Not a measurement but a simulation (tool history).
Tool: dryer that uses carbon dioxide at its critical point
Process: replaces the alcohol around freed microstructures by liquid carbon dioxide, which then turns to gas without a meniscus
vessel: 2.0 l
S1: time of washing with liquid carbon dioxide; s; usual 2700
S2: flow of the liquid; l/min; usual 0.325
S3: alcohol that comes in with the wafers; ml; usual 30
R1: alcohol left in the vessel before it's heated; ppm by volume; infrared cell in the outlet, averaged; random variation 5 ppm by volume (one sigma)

| run | hour | S1 | S2 | S3 | R1 |
|---|---|---|---|---|---|
| 1 | 0.0 | 2700 | 0.325 | 30 | 51 |
| 2 | 6.7 | 2040 | 0.325 | 30 | 156 |
| 3 | 19.0 | 2700 | 0.329 | 30 | 56 |
| 4 | 29.8 | 2700 | 0.325 | 30 | 53 |
| 5 | 36.0 | 2700 | 0.325 | 98 | 122 |
| 6 | 49.1 | 2700 | 0.325 | 98 | 118 |
| 7 | 60.2 | 3720 | 0.325 | 30 | 29 |
| 8 | 71.3 | 2700 | 0.325 | 56 | 77 |
| 9 | 79.1 | 2700 | 0.325 | 56 | 83 |
| 10 | 88.7 | 2700 | 0.325 | 30 | 52 |
| 11 | 94.6 | 2700 | 0.325 | 24 | 55 |
| 12 | 103.1 | 2700 | 0.325 | 89 | 116 |
| 13 | 114.7 | 2700 | 0.325 | 37 | 70 |
| 14 | 121.3 | 2700 | 0.325 | 37 | 68 |
| 15 | 134.5 | 2700 | 0.325 | 37 | 74 |
| 16 | 142.9 | 2700 | 0.325 | 37 | 68 |
| 17 | 150.3 | 2700 | 0.325 | 30 | 70 |
| 18 | 159.6 | 2700 | 0.325 | 30 | 62 |
| 19 | 165.3 | 2700 | 0.325 | 30 | 70 |
| 20 | 172.5 | 1800 | 0.268 | 30 | 544 |
|  | 179.7 | inlet filter changed |
| 21 | 185.2 | 2640 | 0.268 | 62 | 177 |
| 22 | 197.6 | 2640 | 0.268 | 62 | 187 |
| 23 | 207.9 | 4140 | 0.325 | 43 | 45 |
| 24 | 214.3 | 4140 | 0.325 | 43 | 35 |
| 25 | 224.9 | 2700 | 0.291 | 67 | 135 |
| 26 | 231.6 | 2700 | 0.291 | 67 | 124 |
| 27 | 242.8 | 1740 | 0.325 | 54 | 420 |
| 28 | 253.6 | 3060 | 0.310 | 54 | 69 |
| 29 | 259.4 | 2940 | 0.285 | 55 | 92 |
| 30 | 271.8 | 3120 | 0.202 | 107 | 529 |
| 31 | 278.5 | 2700 | 0.392 | 118 | 62 |
| 32 | 286.6 | 1980 | 0.358 | 46 | 163 |
| 33 | 292.5 | 2700 | 0.478 | 64 | 51 |
| 34 | 304.9 | 3240 | 0.261 | 32 | 72 |
| 35 | 318.0 | 3240 | 0.261 | 32 | 83 |
| 36 | 324.6 | 3240 | 0.208 | 32 | 157 |
| 37 | 334.5 | 1680 | 0.206 | 30 | 1181 |
| 38 | 346.1 | 1680 | 0.266 | 30 | 592 |

3 ways to go on from here, each from the tool as it stands after run 38. What would each give?
| A | 355.7 | 3480 | 0.326 | 55 | ? |
| B | 355.7 | 2700 | 0.502 | 51 | ? |
| C | 355.7 | 2700 | 0.259 | 41 | ? |

| run | R1 |
|---|---|
| A | 53 |
| B | 58 |
| C | 159 |
Without the tool's hidden state the same runs would have given:
| run | R1 |
|---|---|
| A | 2 |
| B | 9 |
| C | 98 |

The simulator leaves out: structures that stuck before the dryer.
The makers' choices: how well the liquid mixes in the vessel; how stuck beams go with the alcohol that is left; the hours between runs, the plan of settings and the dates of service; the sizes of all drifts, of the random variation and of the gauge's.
